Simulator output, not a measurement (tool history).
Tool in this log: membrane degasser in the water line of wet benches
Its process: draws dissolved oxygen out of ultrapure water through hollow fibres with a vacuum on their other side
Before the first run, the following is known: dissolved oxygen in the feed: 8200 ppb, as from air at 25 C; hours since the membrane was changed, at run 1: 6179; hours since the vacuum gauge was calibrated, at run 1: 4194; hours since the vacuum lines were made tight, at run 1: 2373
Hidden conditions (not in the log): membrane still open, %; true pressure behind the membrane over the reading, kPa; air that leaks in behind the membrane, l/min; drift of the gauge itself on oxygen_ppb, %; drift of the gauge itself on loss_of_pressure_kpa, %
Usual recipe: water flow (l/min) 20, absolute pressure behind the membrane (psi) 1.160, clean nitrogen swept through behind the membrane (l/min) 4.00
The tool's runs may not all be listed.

| run | day | water flow (l/min) | absolute pressure behind the membrane (psi) | clean nitrogen swept through behind the membrane (l/min) | hours since the membrane was changed | hours since the vacuum gauge was calibrated | hours since the vacuum lines were made tight | dissolved oxygen in the water behind the degasser (ppb) | pressure that the water loses in the fibres (psi) |
|---|---|---|---|---|---|---|---|---|---|
| 1 | 0.000 | 20 | 1.160 | 4.00 | 6179 | 4194 | 2373 | 81.6 | 4.786 |
| 2 | 6.471 | 20 | 1.160 | 4.00 | 6334 | 4349 | 2528 | 83.6 | 4.762 |
| 3 | 13.521 | 20 | 1.160 | 6.14 | 6504 | 4518 | 2697 | 60.8 | 4.786 |
| 4 | 16.854 | 20 | 1.160 | 6.14 | 6584 | 4598 | 2777 | 61.7 | 4.821 |
| 5 | 21.021 | 20 | 1.160 | 6.14 | 6684 | 4698 | 2877 | 62.1 | 4.789 |
| 6 | 24.658 | 20 | 1.160 | 4.64 | 6771 | 4786 | 2965 | 76.2 | 4.854 |
| 7 | 29.212 | 16 | 1.160 | 4.00 | 6880 | 4895 | 3074 | 65.7 | 3.893 |
|  | 34.958 | seals of the vacuum lines changed |
| 8 | 34.958 | 20 | 1.160 | 4.00 | 7016 | 5031 | 0 | 84.1 | 4.801 |
| 9 | 38.900 | 20 | 1.160 | 4.00 | 7111 | 5125 | 95 | 85.1 | 4.824 |
| 10 | 44.688 | 20 | 1.160 | 4.00 | 7250 | 5264 | 234 | 84.9 | 4.836 |
| 11 | 50.604 | 20 | 1.160 | 4.00 | 7392 | 5406 | 376 | 85.1 | 4.821 |
| 12 | 58.071 | 20 | 1.160 | 4.00 | 7571 | 5586 | 555 | 85.4 | 4.870 |
|  | 62.396 | vacuum gauge calibrated |
| 13 | 62.533 | 16 | 1.160 | 4.00 | 7677 | 3 | 661 | 58.0 | 3.873 |
| 14 | 66.183 | 16 | 1.160 | 4.00 | 7765 | 91 | 749 | 60.5 | 3.838 |
| 15 | 71.808 | 16 | 1.160 | 4.00 | 7900 | 226 | 884 | 59.9 | 3.846 |
| 16 | 76.346 | 16 | 1.160 | 4.00 | 8009 | 335 | 993 | 60.1 | 3.915 |
| 17 | 79.783 | 27 | 0.848 | 9.25 | 8091 | 417 | 1075 | 54.1 | 6.569 |
| 18 | 85.583 | 27 | 0.848 | 9.25 | 8231 | 557 | 1215 | 52.9 | 6.606 |
| 19 | 92.088 | 27 | 0.848 | 9.25 | 8387 | 713 | 1371 | 53.7 | 6.534 |
| 20 | 99.467 | 23 | 1.208 | 4.00 | 8564 | 890 | 1548 | 98.4 | 5.617 |
| 21 | 106.800 | 32 | 1.160 | 4.00 | 8740 | 1066 | 1724 | 141.0 | 7.825 |
| 22 | 111.942 | 20 | 2.139 | 4.39 | 8863 | 1189 | 1847 | 148.2 | 4.879 |
| 23 | 117.229 | 17 | 2.500 | 8.94 | 8990 | 1316 | 1974 | 83.2 | 4.181 |
| 24 | 122.821 | 17 | 2.500 | 11.48 | 9124 | 1450 | 2108 | 68.2 | 4.200 |
| 25 | 130.467 | 13 | 1.160 | 7.69 | 9308 | 1634 | 2292 | 30.4 | 3.202 |
|  | 133.333 | membrane cartridge changed |
| 26 | 137.588 | 13 | 1.160 | 7.69 | 102 | 1801 | 2459 | 26.6 | 2.998 |
| 27 | 145.258 | 13 | 1.160 | 8.59 | 286 | 1985 | 2643 | 24.5 | 2.981 |
| 28 | 151.667 | 20 | 2.611 | 4.00 | 440 | 2139 | 2797 | 195.6 | 4.595 |
| 29 | 156.025 | 20 | 2.611 | 4.00 | 545 | 2243 | 2901 | 195.2 | 4.599 |
| 30 | 160.421 | 20 | 2.611 | 4.00 | 650 | 2349 | 3007 | 197.9 | 4.593 |
| 31 | 167.538 | 20 | 2.286 | 2.40 | 821 | 2519 | 3177 | 270.7 | 4.634 |

Predict each of these 3 candidate next runs independently; none follows another, all start after run 31:
|  | 169.475 | seals of the vacuum lines changed |
| A | 172.625 | 18 | 1.160 | 4.00 | 941 | 2640 | 76 | ? | ? |
|  | 169.475 | seals of the vacuum lines changed |
| B | 172.625 | 24 | 0.819 | 3.93 | 941 | 2640 | 76 | ? | ? |
|  | 169.475 | seals of the vacuum lines changed |
| C | 172.625 | 20 | 1.160 | 4.00 | 941 | 2640 | 76 | ? | ? |

| run | dissolved oxygen in the water behind the degasser (ppb) | pressure that the water loses in the fibres (psi) |
|---|---|---|
| A | 67.5 | 4.109 |
| B | 59.6 | 5.539 |
| C | 74.5 | 4.621 |
Without the tool's unlogged condition, the same runs would have read:
| run | dissolved oxygen in the water behind the degasser (ppb) | pressure that the water loses in the fibres (psi) |
|---|---|---|
| A | 64.4 | 4.080 |
| B | 55.4 | 5.500 |
| C | 71.1 | 4.589 |
